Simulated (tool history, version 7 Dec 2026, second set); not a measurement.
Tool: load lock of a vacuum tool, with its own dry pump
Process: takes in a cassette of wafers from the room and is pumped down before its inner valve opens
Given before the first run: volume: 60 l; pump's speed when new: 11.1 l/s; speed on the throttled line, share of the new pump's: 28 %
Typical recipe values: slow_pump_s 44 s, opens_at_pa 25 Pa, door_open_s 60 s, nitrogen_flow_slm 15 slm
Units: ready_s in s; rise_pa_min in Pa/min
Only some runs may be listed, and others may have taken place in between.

run     day  slow_pump_s  opens_at_pa  door_open_s  nitrogen_flow_slm  incoming humidity of the room's air, %  ready_s  rise_pa_min
  1   0.000           44           25           60                 15                                    44.9     80.6        0.237
  2   5.458           44           25           60                 15                                    40.3     80.4        0.226
  3  11.450           44           25           60                 15                                    42.9     79.8        0.235
  4  18.954           77           25           60                 15                                    41.9    104.5        0.245
  5  22.621           77           25           60                 15                                    44.7    102.6        0.261
  6  26.912           77           25           60                 15                                    46.0    103.3        0.263
  7  31.625           44           25           60                 15                                    43.9     81.4        0.266
  8  36.521           44           25           60                 15                                    47.4     80.6        0.266
  9  40.804           44           25           60                 15                                    46.0     80.4        0.276
 10  48.583           44           25           60                 15                                    48.1     81.1        0.288
 11  55.512           37           25           27                  5                                    42.0     77.4        0.274
 12  60.454           44           26           58                 11                                    43.0     81.1        0.297
 13  68.171           48           26           37                  8                                    39.8     85.0        0.293
 14  74.525           57           46           26                  7                                    49.5     86.6        0.303
 15  77.942           57           24           26                  7                                    43.7     91.3        0.307
 16  82.975           26           25          126                 15                                    49.0     69.8        0.380

Run 17 has not been measured yet. What should we expect?
 17  89.033           26           25          126                 15                                    42.2        ?            ?

Run 17 measured ready_s 70.1 s, rise_pa_min 0.364 Pa/min.
With the hidden condition absent and the run-to-run variation left alone, this run would have shown ready_s 64.1 s, rise_pa_min 0.081 Pa/min.
